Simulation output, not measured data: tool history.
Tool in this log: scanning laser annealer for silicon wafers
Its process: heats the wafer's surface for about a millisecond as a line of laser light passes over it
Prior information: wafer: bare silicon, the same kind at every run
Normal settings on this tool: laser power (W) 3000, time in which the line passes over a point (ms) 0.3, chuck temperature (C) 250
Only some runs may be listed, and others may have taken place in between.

run,hour,laser power (W),time in which the line passes over a point (ms),chuck temperature (C),highest temperature of the surface (C)
1,0,3000,0.3,250,1075
2,7.8,3000,0.3,250,1069
3,21.2,3000,0.3,250,1070
4,35.7,2948,0.3,250,1050
5,43.5,3000,0.3,261,1081
6,57.4,3000,0.3,261,1079
7,71.8,3000,0.3,250,1073
8,88.5,3000,0.352,250,1140
9,96.1,3000,0.3,250,1071
10,108.4,3000,0.3,250,1072
11,115.9,3000,0.34,250,1122
12,133.8,3000,0.34,250,1126
13,144.7,2704,0.3,250,962
14,157.6,3000,0.3,250,1068
15,169.2,3000,0.348,250,1131
16,176.5,3000,0.3,250,1068
# hour 180: window over the wafer cleaned
17,193.9,3000,0.3,250,1067
18,203.7,3000,0.3,250,1067
# hour 214.4: window over the wafer cleaned, once more
19,222.7,3000,0.3,250,1070
20,239.1,3000,0.3,250,1072
21,256.5,3000,0.3,250,1076
22,264.3,3000,0.3,242,1065
23,277.3,2652,0.277,247,916
24,294.5,3000,0.3,238,1059
25,312.4,3000,0.255,238,993
26,324,3000,0.255,238,993
27,335.2,3298,0.3,275,1206
28,352,3298,0.319,275,1231
29,368.5,3298,0.319,275,1233
30,384.4,2994,0.319,287,1130
31,400.5,2631,0.319,257,968
32,408.1,2631,0.265,244,894
33,416.3,2810,0.3,231,984
34,429.7,3180,0.315,216,1123
35,446.2,2829,0.308,212,976
36,457.3,2829,0.308,212,979
37,469.2,2829,0.297,221,976
38,478.2,2829,0.297,221,970
39,494.9,2829,0.297,221,973
40,504.6,2639,0.288,285,961
41,518.9,2639,0.288,285,961
42,531.4,2639,0.288,285,961

How would selected steps in highest temperature of the surface (C) from run to run divide? Give the signed amount a tool lacking its hidden state would still show from settings, what came in and random variation, and the signed amount left for the hidden state, including any gauge scatter that is not in both of the compared results.
Unlogged tool condition in this case: light that passes the window, % of a clean one's; laser's true power over the reading, %; width of the line over the set one, %; drift of the gauge itself on peak_c, C.
Run 12 -> 13: laser power (W) 3000 -> 2704, time in which the line passes over a point (ms) 0.34 -> 0.3. highest temperature of the surface (C) -164: hidden state +3, all else -167.
Run 18 -> 19: window over the wafer cleaned, once more. highest temperature of the surface (C) +3: hidden state +6, all else -3.
Run 26 -> 27: laser power (W) 3000 -> 3298, time in which the line passes over a point (ms) 0.255 -> 0.3, chuck temperature (C) 238 -> 275. highest temperature of the surface (C) +213: hidden state -4, all else +217.
Run 30 -> 31: laser power (W) 2994 -> 2631, chuck temperature (C) 287 -> 257. highest temperature of the surface (C) -162: hidden state +3, all else -165.
Run 33 -> 34: laser power (W) 2810 -> 3180, time in which the line passes over a point (ms) 0.3 -> 0.315, chuck temperature (C) 231 -> 216. highest temperature of the surface (C) +139: hidden state -4, all else +143.

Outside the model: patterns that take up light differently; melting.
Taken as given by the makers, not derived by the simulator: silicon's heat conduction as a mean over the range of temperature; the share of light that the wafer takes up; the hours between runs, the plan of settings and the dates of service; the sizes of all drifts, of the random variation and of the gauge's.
